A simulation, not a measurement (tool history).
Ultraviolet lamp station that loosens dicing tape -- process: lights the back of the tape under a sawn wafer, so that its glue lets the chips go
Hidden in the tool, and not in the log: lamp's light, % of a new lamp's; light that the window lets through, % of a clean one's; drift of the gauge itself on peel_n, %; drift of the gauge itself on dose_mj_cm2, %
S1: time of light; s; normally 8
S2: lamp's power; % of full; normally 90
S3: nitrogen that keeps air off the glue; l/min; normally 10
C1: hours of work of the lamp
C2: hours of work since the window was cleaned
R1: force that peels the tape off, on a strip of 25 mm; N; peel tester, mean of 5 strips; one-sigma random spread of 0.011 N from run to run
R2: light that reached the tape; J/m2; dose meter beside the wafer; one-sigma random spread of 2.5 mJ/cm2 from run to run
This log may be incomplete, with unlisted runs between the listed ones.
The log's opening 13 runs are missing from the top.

{"run": 14, "hour": 531.0, "S1": 7, "S2": 90, "S3": 10, "C1": 314, "C2": 63, "R1": 0.709, "R2": 2320}
{"run": 15, "hour": 573.7, "S1": 7, "S2": 90, "S3": 10, "C1": 336, "C2": 85, "R1": 0.712, "R2": 2330}
{"run": 16, "hour": 618.0, "S1": 7, "S2": 90, "S3": 10, "C1": 359, "C2": 108, "R1": 0.759, "R2": 2250}
{"run": 17, "hour": 668.1, "S1": 12, "S2": 90, "S3": 4, "C1": 384, "C2": 133, "R1": 0.576, "R2": 3820}
{"run": 18, "hour": 706.8, "S1": 12, "S2": 90, "S3": 4, "C1": 404, "C2": 153, "R1": 0.591, "R2": 3840}
{"run": 19, "hour": 762.2, "S1": 8, "S2": 91, "S3": 8, "C1": 432, "C2": 181, "R1": 0.722, "R2": 2530}
{"run": 20, "hour": 793.3, "S1": 12, "S2": 99, "S3": 8, "C1": 448, "C2": 197, "R1": 0.317, "R2": 4120}
{"run": 21, "hour": 820.2, "S1": 8, "S2": 95, "S3": 5, "C1": 462, "C2": 211, "R1": 0.959, "R2": 2600}
{"run": 22, "hour": 882.3, "S1": 11, "S2": 95, "S3": 6, "C1": 494, "C2": 243, "R1": 0.481, "R2": 3580}
{"run": 23, "hour": 909.4, "S1": 8, "S2": 90, "S3": 13, "C1": 508, "C2": 257, "R1": 0.529, "R2": 2450}
{"run": 24, "hour": 945.5, "S1": 8, "S2": 90, "S3": 13, "C1": 526, "C2": 275, "R1": 0.538, "R2": 2440}

Predict the results of run 25:
{"run": 25, "hour": 1006.2, "S1": 7, "S2": 88, "S3": 6, "C1": 557, "C2": 306, "R1": "?", "R2": "?"}

For run 25 the tool returned R1 1.243 N, R2 2080 J/m2.
If the tool had no hidden condition, the same run with the same run-to-run variation would have returned R1 0.947 N, R2 2440 J/m2.
